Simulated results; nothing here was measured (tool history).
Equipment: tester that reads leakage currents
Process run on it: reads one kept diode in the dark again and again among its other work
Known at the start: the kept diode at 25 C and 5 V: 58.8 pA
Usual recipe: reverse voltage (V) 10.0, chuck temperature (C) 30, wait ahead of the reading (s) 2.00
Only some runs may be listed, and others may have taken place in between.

run	day	reverse voltage (V)	chuck temperature (C)	wait ahead of the reading (s)	current that the tester gives (pA)
1	0.000	10.0	30	2.00	118.62
2	1.742	10.0	30	2.00	118.43
3	3.517	10.0	30	2.00	118.72
4	5.017	10.0	30	2.00	118.90
5	6.700	2.3	30	2.00	67.43
6	7.612	10.0	30	2.00	118.34
# day 9.362: probe card cleaned and baked
7	9.562	10.0	30	2.00	108.79
8	11.479	10.0	30	2.00	108.64
9	12.917	10.0	30	2.00	109.17
10	14.917	10.0	30	2.00	108.59
11	15.892	10.0	30	2.00	108.39
# day 16.083: chuck's temperature calibrated
12	16.858	10.0	30	2.00	106.97
13	17.792	10.0	30	2.00	106.60
14	18.829	1.9	30	0.72	59.66
15	20.279	2.9	30	1.80	69.42
16	21.175	3.0	26	1.80	50.21
17	22.150	13.3	26	2.00	85.23
18	23.817	1.1	50	2.47	228.06
# day 24.192: chuck's temperature calibrated, once more
19	24.783	1.5	23	4.03	33.24
20	26.108	18.8	23	5.75	81.38
21	27.292	6.8	43	2.00	274.17
22	28.112	3.6	46	2.00	273.92
23	29.121	12.4	30	2.00	123.57
24	30.742	12.4	30	2.00	124.45
25	31.692	4.1	42	2.00	213.12

Table of differences, measured result less the result of that run with no hidden state. Run-to-run variation is the same in both. Gauge scatter possibly is not:
The hidden state here: stray current of the dirty probe card, pA a volt; current scale over the true one, %; true chuck temperature over the reading, C; drift of the gauge itself on leakage_pa, %.
run	current that the tester gives (pA)
1	+4.54
2	+4.52
3	+4.51
4	+4.50
5	-0.77
6	+4.47
7	-4.96
8	-4.96
9	-5.00
10	-5.00
11	-4.99
12	-7.23
13	-7.22
14	-4.22
15	-4.92
16	-3.62
17	-5.62
18	-14.82
19	+0.26
20	+1.70
21	+1.45
22	+1.11
23	+1.38
24	+1.39
25	+0.72

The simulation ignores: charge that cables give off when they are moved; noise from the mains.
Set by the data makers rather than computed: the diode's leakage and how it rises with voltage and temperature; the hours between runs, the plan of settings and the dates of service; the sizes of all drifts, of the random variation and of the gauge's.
